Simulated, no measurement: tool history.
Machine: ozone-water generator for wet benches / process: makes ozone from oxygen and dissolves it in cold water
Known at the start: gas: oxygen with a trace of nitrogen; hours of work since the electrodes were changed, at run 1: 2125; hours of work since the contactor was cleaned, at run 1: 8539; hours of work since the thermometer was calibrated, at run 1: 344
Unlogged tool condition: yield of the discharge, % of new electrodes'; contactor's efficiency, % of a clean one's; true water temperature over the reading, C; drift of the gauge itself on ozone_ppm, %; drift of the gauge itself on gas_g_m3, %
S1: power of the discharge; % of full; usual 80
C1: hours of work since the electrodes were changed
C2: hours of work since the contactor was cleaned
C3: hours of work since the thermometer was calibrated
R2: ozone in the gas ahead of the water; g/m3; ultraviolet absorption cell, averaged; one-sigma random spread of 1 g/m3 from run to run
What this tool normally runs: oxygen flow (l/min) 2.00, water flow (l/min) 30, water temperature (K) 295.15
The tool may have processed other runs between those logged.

{"run": 1, "day": 0.0, "S1": 80, "oxygen flow (l/min)": 2.0, "water flow (l/min)": 30, "water temperature (K)": 295.15, "C1": 2125, "C2": 8539, "C3": 344, "dissolved ozone (ppm)": 6.2, "R2": 172.9}
{"run": 2, "day": 4.667, "S1": 80, "oxygen flow (l/min)": 2.0, "water flow (l/min)": 30, "water temperature (K)": 295.15, "C1": 2193, "C2": 8607, "C3": 412, "dissolved ozone (ppm)": 5.8, "R2": 174.3}
{"run": 3, "day": 7.504, "S1": 80, "oxygen flow (l/min)": 2.0, "water flow (l/min)": 30, "water temperature (K)": 302.15, "C1": 2234, "C2": 8648, "C3": 453, "dissolved ozone (ppm)": 5.9, "R2": 173.0}
{"run": 4, "day": 9.808, "S1": 80, "oxygen flow (l/min)": 2.0, "water flow (l/min)": 30, "water temperature (K)": 302.15, "C1": 2267, "C2": 8681, "C3": 487, "dissolved ozone (ppm)": 5.8, "R2": 173.8}
{"run": 5, "day": 12.583, "S1": 80, "oxygen flow (l/min)": 2.0, "water flow (l/min)": 30, "water temperature (K)": 302.15, "C1": 2308, "C2": 8721, "C3": 527, "dissolved ozone (ppm)": 5.8, "R2": 175.1}
{"run": 6, "day": 15.071, "S1": 80, "oxygen flow (l/min)": 2.0, "water flow (l/min)": 30, "water temperature (K)": 302.15, "C1": 2344, "C2": 8757, "C3": 563, "dissolved ozone (ppm)": 5.9, "R2": 173.3}
{"run": 7, "day": 19.654, "S1": 80, "oxygen flow (l/min)": 2.0, "water flow (l/min)": 30, "water temperature (K)": 295.15, "C1": 2410, "C2": 8824, "C3": 629, "dissolved ozone (ppm)": 6.2, "R2": 172.8}
{"run": 8, "day": 22.279, "S1": 80, "oxygen flow (l/min)": 2.0, "water flow (l/min)": 30, "water temperature (K)": 295.15, "C1": 2448, "C2": 8862, "C3": 667, "dissolved ozone (ppm)": 6.2, "R2": 174.7}
{"run": 9, "day": 26.367, "S1": 80, "oxygen flow (l/min)": 3.45, "water flow (l/min)": 30, "water temperature (K)": 295.15, "C1": 2507, "C2": 8921, "C3": 726, "dissolved ozone (ppm)": 6.4, "R2": 121.3}
{"run": 10, "day": 30.958, "S1": 80, "oxygen flow (l/min)": 2.0, "water flow (l/min)": 30, "water temperature (K)": 295.15, "C1": 2574, "C2": 8988, "C3": 793, "dissolved ozone (ppm)": 6.1, "R2": 177.1}
{"run": 11, "day": 33.308, "S1": 80, "oxygen flow (l/min)": 2.0, "water flow (l/min)": 30, "water temperature (K)": 290.15, "C1": 2608, "C2": 9022, "C3": 827, "dissolved ozone (ppm)": 6.2, "R2": 173.9}
{"day": 36.388, "done": "contactor cleaned"}
{"run": 12, "day": 37.388, "S1": 80, "oxygen flow (l/min)": 2.0, "water flow (l/min)": 30, "water temperature (K)": 290.15, "C1": 2665, "C2": 14, "C3": 884, "dissolved ozone (ppm)": 6.3, "R2": 175.9}
{"run": 13, "day": 39.638, "S1": 80, "oxygen flow (l/min)": 1.04, "water flow (l/min)": 30, "water temperature (K)": 295.15, "C1": 2697, "C2": 47, "C3": 916, "dissolved ozone (ppm)": 5.3, "R2": 270.4}
{"run": 14, "day": 43.358, "S1": 80, "oxygen flow (l/min)": 1.04, "water flow (l/min)": 30, "water temperature (K)": 295.15, "C1": 2751, "C2": 101, "C3": 970, "dissolved ozone (ppm)": 5.4, "R2": 272.0}
{"run": 15, "day": 47.033, "S1": 80, "oxygen flow (l/min)": 1.04, "water flow (l/min)": 30, "water temperature (K)": 295.15, "C1": 2804, "C2": 154, "C3": 1023, "dissolved ozone (ppm)": 5.5, "R2": 270.0}
{"run": 16, "day": 49.525, "S1": 44, "oxygen flow (l/min)": 2.62, "water flow (l/min)": 30, "water temperature (K)": 301.15, "C1": 2840, "C2": 190, "C3": 1060, "dissolved ozone (ppm)": 3.5, "R2": 83.3}

The next listed run, before its measurement:
{"run": 17, "day": 52.138, "S1": 41, "oxygen flow (l/min)": 1.78, "water flow (l/min)": 24, "water temperature (K)": 295.15, "C1": 2878, "C2": 228, "C3": 1097, "dissolved ozone (ppm)": "?", "R2": "?"}

dissolved ozone (ppm): 4.0
R2: 101.3 g/m3
With no hidden state in the tool, this same run would have given dissolved ozone (ppm) 4.0, R2 100.1 g/m3.

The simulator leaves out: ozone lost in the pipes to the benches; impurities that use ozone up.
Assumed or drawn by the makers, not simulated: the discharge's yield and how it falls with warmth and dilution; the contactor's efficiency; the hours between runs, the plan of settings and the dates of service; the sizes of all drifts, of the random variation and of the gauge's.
